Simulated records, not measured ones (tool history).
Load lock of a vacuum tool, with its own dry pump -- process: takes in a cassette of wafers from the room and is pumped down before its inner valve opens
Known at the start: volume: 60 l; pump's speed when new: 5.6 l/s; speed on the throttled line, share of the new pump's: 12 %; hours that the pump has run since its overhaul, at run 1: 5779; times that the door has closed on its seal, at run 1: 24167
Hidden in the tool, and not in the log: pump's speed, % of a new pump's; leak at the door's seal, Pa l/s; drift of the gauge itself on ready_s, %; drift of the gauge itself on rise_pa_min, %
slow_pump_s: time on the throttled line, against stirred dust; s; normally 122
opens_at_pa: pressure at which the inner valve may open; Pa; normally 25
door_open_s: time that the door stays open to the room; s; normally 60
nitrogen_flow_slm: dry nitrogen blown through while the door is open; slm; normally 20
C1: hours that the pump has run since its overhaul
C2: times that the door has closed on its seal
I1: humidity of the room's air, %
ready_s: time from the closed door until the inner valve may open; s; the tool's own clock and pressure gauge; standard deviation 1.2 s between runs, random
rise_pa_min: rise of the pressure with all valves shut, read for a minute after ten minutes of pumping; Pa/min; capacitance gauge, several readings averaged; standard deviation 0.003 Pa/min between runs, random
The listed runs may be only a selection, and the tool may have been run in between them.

run 1 day=0.000 | slow_pump_s=122 opens_at_pa=25 door_open_s=60 nitrogen_flow_slm=20 | C1=5779 C2=24167 | I1=45.2 | ready_s=207.9 rise_pa_min=0.224
run 2 day=5.308 | slow_pump_s=122 opens_at_pa=25 door_open_s=60 nitrogen_flow_slm=20 | C1=5906 C2=24629 | I1=45.7 | ready_s=205.0 rise_pa_min=0.235
run 3 day=9.154 | slow_pump_s=122 opens_at_pa=28 door_open_s=60 nitrogen_flow_slm=20 | C1=5998 C2=24964 | I1=44.2 | ready_s=204.9 rise_pa_min=0.235
run 4 day=15.596 | slow_pump_s=122 opens_at_pa=28 door_open_s=36 nitrogen_flow_slm=20 | C1=6153 C2=25525 | I1=47.5 | ready_s=205.9 rise_pa_min=0.238
run 5 day=20.946 | slow_pump_s=122 opens_at_pa=28 door_open_s=36 nitrogen_flow_slm=20 | C1=6281 C2=25991 | I1=43.7 | ready_s=206.1 rise_pa_min=0.247
run 6 day=27.704 | slow_pump_s=122 opens_at_pa=28 door_open_s=36 nitrogen_flow_slm=20 | C1=6443 C2=26579 | I1=43.3 | ready_s=206.3 rise_pa_min=0.244
run 7 day=31.983 | slow_pump_s=122 opens_at_pa=25 door_open_s=60 nitrogen_flow_slm=20 | C1=6546 C2=26952 | I1=41.4 | ready_s=206.3 rise_pa_min=0.261
run 8 day=40.154 | slow_pump_s=122 opens_at_pa=25 door_open_s=60 nitrogen_flow_slm=20 | C1=6742 C2=27663 | I1=46.5 | ready_s=208.5 rise_pa_min=0.268
run 9 day=47.812 | slow_pump_s=122 opens_at_pa=25 door_open_s=60 nitrogen_flow_slm=20 | C1=6926 C2=28330 | I1=45.6 | ready_s=208.9 rise_pa_min=0.287
run 10 day=56.712 | slow_pump_s=122 opens_at_pa=25 door_open_s=60 nitrogen_flow_slm=20 | C1=7140 C2=29105 | I1=47.0 | ready_s=208.0 rise_pa_min=0.296
run 11 day=60.725 | slow_pump_s=122 opens_at_pa=25 door_open_s=60 nitrogen_flow_slm=20 | C1=7236 C2=29455 | I1=43.3 | ready_s=207.7 rise_pa_min=0.294
run 12 day=68.562 | slow_pump_s=122 opens_at_pa=25 door_open_s=60 nitrogen_flow_slm=20 | C1=7424 C2=30137 | I1=46.9 | ready_s=209.7 rise_pa_min=0.304
run 13 day=74.221 | slow_pump_s=122 opens_at_pa=25 door_open_s=60 nitrogen_flow_slm=20 | C1=7560 C2=30630 | I1=49.2 | ready_s=208.3 rise_pa_min=0.315
run 14 day=78.471 | slow_pump_s=122 opens_at_pa=25 door_open_s=60 nitrogen_flow_slm=20 | C1=7662 C2=31000 | I1=43.4 | ready_s=207.5 rise_pa_min=0.314
run 15 day=82.217 | slow_pump_s=122 opens_at_pa=25 door_open_s=60 nitrogen_flow_slm=20 | C1=7752 C2=31326 | I1=44.8 | ready_s=208.0 rise_pa_min=0.324
run 16 day=90.012 | slow_pump_s=122 opens_at_pa=38 door_open_s=60 nitrogen_flow_slm=20 | C1=7939 C2=32005 | I1=46.5 | ready_s=204.9 rise_pa_min=0.337
run 17 day=94.442 | slow_pump_s=122 opens_at_pa=38 door_open_s=60 nitrogen_flow_slm=20 | C1=8045 C2=32391 | I1=46.6 | ready_s=203.6 rise_pa_min=0.343
run 18 day=102.900 | slow_pump_s=122 opens_at_pa=38 door_open_s=60 nitrogen_flow_slm=20 | C1=8248 C2=33127 | I1=44.7 | ready_s=204.6 rise_pa_min=0.346
run 19 day=111.362 | slow_pump_s=106 opens_at_pa=25 door_open_s=44 nitrogen_flow_slm=36 | C1=8451 C2=33864 | I1=47.6 | ready_s=195.8 rise_pa_min=0.336
run 20 day=120.433 | slow_pump_s=122 opens_at_pa=29 door_open_s=60 nitrogen_flow_slm=17 | C1=8669 C2=34654 | I1=41.6 | ready_s=209.6 rise_pa_min=0.373
run 21 day=129.079 | slow_pump_s=71 opens_at_pa=25 door_open_s=33 nitrogen_flow_slm=20 | C1=8876 C2=35407 | I1=45.3 | ready_s=167.2 rise_pa_min=0.374
run 22 day=134.083 | slow_pump_s=101 opens_at_pa=20 door_open_s=86 nitrogen_flow_slm=13 | C1=8997 C2=35843 | I1=49.6 | ready_s=196.7 rise_pa_min=0.419
run 23 day=139.412 | slow_pump_s=115 opens_at_pa=25 door_open_s=107 nitrogen_flow_slm=20 | C1=9124 C2=36307 | I1=44.0 | ready_s=206.0 rise_pa_min=0.420
run 24 day=145.304 | slow_pump_s=122 opens_at_pa=25 door_open_s=60 nitrogen_flow_slm=6 | C1=9266 C2=36819 | I1=45.3 | ready_s=212.0 rise_pa_min=0.426
run 25 day=154.062 | slow_pump_s=164 opens_at_pa=25 door_open_s=60 nitrogen_flow_slm=20 | C1=9476 C2=37582 | I1=42.0 | ready_s=251.5 rise_pa_min=0.402
run 26 day=161.850 | slow_pump_s=164 opens_at_pa=25 door_open_s=60 nitrogen_flow_slm=20 | C1=9663 C2=38260 | I1=48.7 | ready_s=250.6 rise_pa_min=0.436
run 27 day=165.912 | slow_pump_s=164 opens_at_pa=25 door_open_s=60 nitrogen_flow_slm=20 | C1=9760 C2=38614 | I1=43.5 | ready_s=251.1 rise_pa_min=0.434
run 28 day=172.142 | slow_pump_s=164 opens_at_pa=25 door_open_s=60 nitrogen_flow_slm=20 | C1=9910 C2=39156 | I1=41.8 | ready_s=248.2 rise_pa_min=0.432
run 29 day=180.596 | slow_pump_s=97 opens_at_pa=25 door_open_s=60 nitrogen_flow_slm=20 | C1=10113 C2=39893 | I1=44.8 | ready_s=192.1 rise_pa_min=0.459
run 30 day=185.629 | slow_pump_s=122 opens_at_pa=25 door_open_s=60 nitrogen_flow_slm=19 | C1=10234 C2=40331 | I1=44.4 | ready_s=214.8 rise_pa_min=0.463
run 31 day=194.017 | slow_pump_s=122 opens_at_pa=39 door_open_s=60 nitrogen_flow_slm=17 | C1=10435 C2=41062 | I1=47.0 | ready_s=208.0 rise_pa_min=0.483
run 32 day=201.212 | slow_pump_s=70 opens_at_pa=25 door_open_s=137 nitrogen_flow_slm=27 | C1=10608 C2=41688 | I1=45.5 | ready_s=168.7 rise_pa_min=0.511
run 33 day=206.621 | slow_pump_s=122 opens_at_pa=25 door_open_s=133 nitrogen_flow_slm=20 | C1=10737 C2=42159 | I1=44.5 | ready_s=216.0 rise_pa_min=0.530
run 34 day=212.883 | slow_pump_s=101 opens_at_pa=25 door_open_s=27 nitrogen_flow_slm=14 | C1=10888 C2=42704 | I1=44.7 | ready_s=197.7 rise_pa_min=0.494
run 35 day=219.592 | slow_pump_s=118 opens_at_pa=25 door_open_s=60 nitrogen_flow_slm=29 | C1=11049 C2=43288 | I1=43.1 | ready_s=212.5 rise_pa_min=0.511
run 36 day=225.200 | slow_pump_s=122 opens_at_pa=25 door_open_s=60 nitrogen_flow_slm=20 | C1=11183 C2=43777 | I1=45.7 | ready_s=213.7 rise_pa_min=0.518

The logged runs with the hidden state left out (each run's random variation unchanged):
run=1 ready_s=198.8 rise_pa_min=0.042
run=2 ready_s=195.8 rise_pa_min=0.050
run=3 ready_s=195.7 rise_pa_min=0.045
run=4 ready_s=196.4 rise_pa_min=0.036
run=5 ready_s=196.4 rise_pa_min=0.037
run=6 ready_s=196.3 rise_pa_min=0.033
run=7 ready_s=196.1 rise_pa_min=0.044
run=8 ready_s=197.8 rise_pa_min=0.043
run=9 ready_s=197.9 rise_pa_min=0.050
run=10 ready_s=196.7 rise_pa_min=0.052
run=11 ready_s=196.3 rise_pa_min=0.046
run=12 ready_s=197.9 rise_pa_min=0.045
run=13 ready_s=196.4 rise_pa_min=0.052
run=14 ready_s=195.4 rise_pa_min=0.045
run=15 ready_s=195.8 rise_pa_min=0.046
run=16 ready_s=193.0 rise_pa_min=0.052
run=17 ready_s=191.7 rise_pa_min=0.053
run=18 ready_s=192.3 rise_pa_min=0.046
run=19 ready_s=182.0 rise_pa_min=0.028
run=20 ready_s=195.8 rise_pa_min=0.051
run=21 ready_s=151.7 rise_pa_min=0.037
run=22 ready_s=181.0 rise_pa_min=0.074
run=23 ready_s=191.1 rise_pa_min=0.065
run=24 ready_s=197.0 rise_pa_min=0.067
run=25 ready_s=237.0 rise_pa_min=0.041
run=26 ready_s=235.9 rise_pa_min=0.052
run=27 ready_s=236.2 rise_pa_min=0.044
run=28 ready_s=233.2 rise_pa_min=0.045
run=29 ready_s=174.8 rise_pa_min=0.048
run=30 ready_s=198.0 rise_pa_min=0.049
run=31 ready_s=192.1 rise_pa_min=0.053
run=32 ready_s=149.9 rise_pa_min=0.071
run=33 ready_s=198.2 rise_pa_min=0.079
run=34 ready_s=179.0 rise_pa_min=0.035
run=35 ready_s=193.8 rise_pa_min=0.038
run=36 ready_s=195.3 rise_pa_min=0.045
